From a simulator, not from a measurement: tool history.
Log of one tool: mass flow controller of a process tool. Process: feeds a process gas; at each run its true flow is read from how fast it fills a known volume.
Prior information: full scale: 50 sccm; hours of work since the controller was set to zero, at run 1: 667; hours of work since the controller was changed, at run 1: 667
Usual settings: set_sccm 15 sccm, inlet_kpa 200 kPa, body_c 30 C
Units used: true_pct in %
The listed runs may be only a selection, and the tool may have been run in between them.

run,hour,set_sccm,inlet_kpa,body_c,hours of work since the controller was set to zero,hours of work since the controller was changed,true_pct
1,0,15,200,30,667,667,98.44
2,57.8,15,200,30,712,712,98.62
3,119.8,15,200,30,760,760,98.51
4,154.4,15,200,30,787,787,98.64
5,197.7,15,200,30,821,821,98.48
6,249.1,15,200,30,861,861,98.56
7,286.2,15,200,30,890,890,98.75
8,349.8,15,200,30,939,939,98.46
9,395,15,200,21,975,975,98.07
10,461.6,15,200,21,1026,1026,97.92
11,523,20,233,21,1074,1074,98.36
12,589.9,20,233,21,1126,1126,98.32
13,633.6,29,200,30,1160,1160,99.22
14,674.3,7,234,30,1192,1192,98.27
15,748.9,15,199,30,1250,1250,98.54
16,809.8,15,184,30,1297,1297,98.69
17,841.6,11,184,30,1322,1322,98.38
18,915.5,8,189,30,1379,1379,98.22
19,988.5,15,265,26,1436,1436,98.5

4 ways to go on from here, each from the tool as it stands after run 19. What would each give?
A,1026,21,170,20,1465,1465,?
B,1026,9,213,39,1465,1465,?
C,1026,15,169,26,1465,1465,?
D,1026,43,154,30,1465,1465,?

run,true_pct
A,98.29
B,98.82
C,98.29
D,99.85
With no hidden state in the tool, these same runs would have given:
run,true_pct
A,98.28
B,98.81
C,98.28
D,99.84
